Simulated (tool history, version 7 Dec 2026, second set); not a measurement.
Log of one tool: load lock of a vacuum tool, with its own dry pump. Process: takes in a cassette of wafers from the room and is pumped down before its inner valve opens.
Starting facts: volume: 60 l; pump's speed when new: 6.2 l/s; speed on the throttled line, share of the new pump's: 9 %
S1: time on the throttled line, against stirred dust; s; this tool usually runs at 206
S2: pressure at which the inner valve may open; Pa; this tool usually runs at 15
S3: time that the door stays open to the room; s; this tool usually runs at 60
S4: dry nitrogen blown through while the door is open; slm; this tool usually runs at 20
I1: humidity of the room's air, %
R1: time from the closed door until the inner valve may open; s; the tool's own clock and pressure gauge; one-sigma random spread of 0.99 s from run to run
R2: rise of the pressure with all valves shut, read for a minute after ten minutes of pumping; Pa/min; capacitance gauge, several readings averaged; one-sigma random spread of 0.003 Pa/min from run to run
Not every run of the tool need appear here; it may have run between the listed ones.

run 1 hour=0.0 | S1=206 S2=15 S3=60 S4=20 | I1=44.2 | R1=279.1 R2=0.015
run 2 hour=170.3 | S1=206 S2=15 S3=60 S4=20 | I1=44.6 | R1=279.0 R2=0.022
run 3 hour=546.1 | S1=206 S2=15 S3=60 S4=5 | I1=43.6 | R1=279.6 R2=0.035
run 4 hour=905.2 | S1=168 S2=15 S3=60 S4=20 | I1=43.7 | R1=244.9 R2=0.020
run 5 hour=1300.5 | S1=168 S2=15 S3=60 S4=20 | I1=41.4 | R1=244.9 R2=0.019
run 6 hour=1625.0 | S1=206 S2=15 S3=27 S4=20 | I1=44.6 | R1=280.7 R2=0.021
run 7 hour=1888.4 | S1=206 S2=15 S3=27 S4=20 | I1=43.3 | R1=281.7 R2=0.021
run 8 hour=2118.7 | S1=206 S2=15 S3=60 S4=29 | I1=43.7 | R1=280.5 R2=0.016
run 9 hour=2329.9 | S1=206 S2=15 S3=60 S4=20 | I1=50.2 | R1=281.3 R2=0.023
run 10 hour=2490.7 | S1=206 S2=15 S3=60 S4=20 | I1=44.9 | R1=279.4 R2=0.026
run 11 hour=2718.6 | S1=206 S2=15 S3=60 S4=10 | I1=47.6 | R1=283.4 R2=0.036
run 12 hour=2936.7 | S1=206 S2=15 S3=60 S4=10 | I1=46.6 | R1=284.5 R2=0.041
run 13 hour=3144.3 | S1=206 S2=15 S3=60 S4=4 | I1=46.2 | R1=283.1 R2=0.043
run 14 hour=3339.0 | S1=206 S2=15 S3=136 S4=20 | I1=44.3 | R1=284.0 R2=0.030
run 15 hour=3644.7 | S1=206 S2=15 S3=122 S4=20 | I1=46.1 | R1=282.2 R2=0.025
run 16 hour=4003.3 | S1=206 S2=15 S3=122 S4=20 | I1=49.0 | R1=283.3 R2=0.034
run 17 hour=4181.3 | S1=163 S2=16 S3=157 S4=6 | I1=46.4 | R1=243.9 R2=0.058
run 18 hour=4423.9 | S1=163 S2=16 S3=157 S4=6 | I1=46.7 | R1=244.7 R2=0.058
run 19 hour=4745.0 | S1=206 S2=20 S3=60 S4=11 | I1=44.3 | R1=282.5 R2=0.036
run 20 hour=4925.1 | S1=206 S2=20 S3=106 S4=11 | I1=45.3 | R1=281.2 R2=0.041
run 21 hour=5146.9 | S1=134 S2=12 S3=33 S4=20 | I1=42.0 | R1=223.9 R2=0.027
run 22 hour=5460.4 | S1=206 S2=15 S3=210 S4=20 | I1=43.6 | R1=285.2 R2=0.039
run 23 hour=5805.9 | S1=206 S2=15 S3=210 S4=20 | I1=48.2 | R1=289.3 R2=0.040
run 24 hour=6152.7 | S1=206 S2=15 S3=60 S4=8 | I1=46.5 | R1=286.2 R2=0.047
run 25 hour=6482.7 | S1=148 S2=10 S3=34 S4=20 | I1=47.3 | R1=240.5 R2=0.033
run 26 hour=6842.3 | S1=148 S2=10 S3=34 S4=20 | I1=45.1 | R1=241.6 R2=0.038
-- hour=6994.5 dry pump taken out, an overhauled one fitted
run 27 hour=7155.9 | S1=258 S2=20 S3=80 S4=24 | I1=46.7 | R1=318.7 R2=0.036
run 28 hour=7498.2 | S1=258 S2=20 S3=80 S4=24 | I1=45.7 | R1=321.1 R2=0.047
run 29 hour=7776.5 | S1=258 S2=27 S3=80 S4=4 | I1=47.3 | R1=318.5 R2=0.062

3 options for the next run, each taken on its own from the tool as it stands now. Forecast them:
run A hour=8145.8 | S1=294 S2=27 S3=80 S4=4 | I1=44.3 | R1=? R2=?
run B hour=8145.8 | S1=206 S2=28 S3=191 S4=35 | I1=42.8 | R1=? R2=?
run C hour=8145.8 | S1=125 S2=15 S3=60 S4=7 | I1=44.6 | R1=? R2=?

run=A R1=349.1 R2=0.055
run=B R1=268.5 R2=0.041
run=C R1=202.7 R2=0.052
Stripped of hidden state, with their random variation kept, the same runs would have yielded:
run=A R1=347.2 R2=0.026
run=B R1=266.4 R2=0.012
run=C R1=200.1 R2=0.023

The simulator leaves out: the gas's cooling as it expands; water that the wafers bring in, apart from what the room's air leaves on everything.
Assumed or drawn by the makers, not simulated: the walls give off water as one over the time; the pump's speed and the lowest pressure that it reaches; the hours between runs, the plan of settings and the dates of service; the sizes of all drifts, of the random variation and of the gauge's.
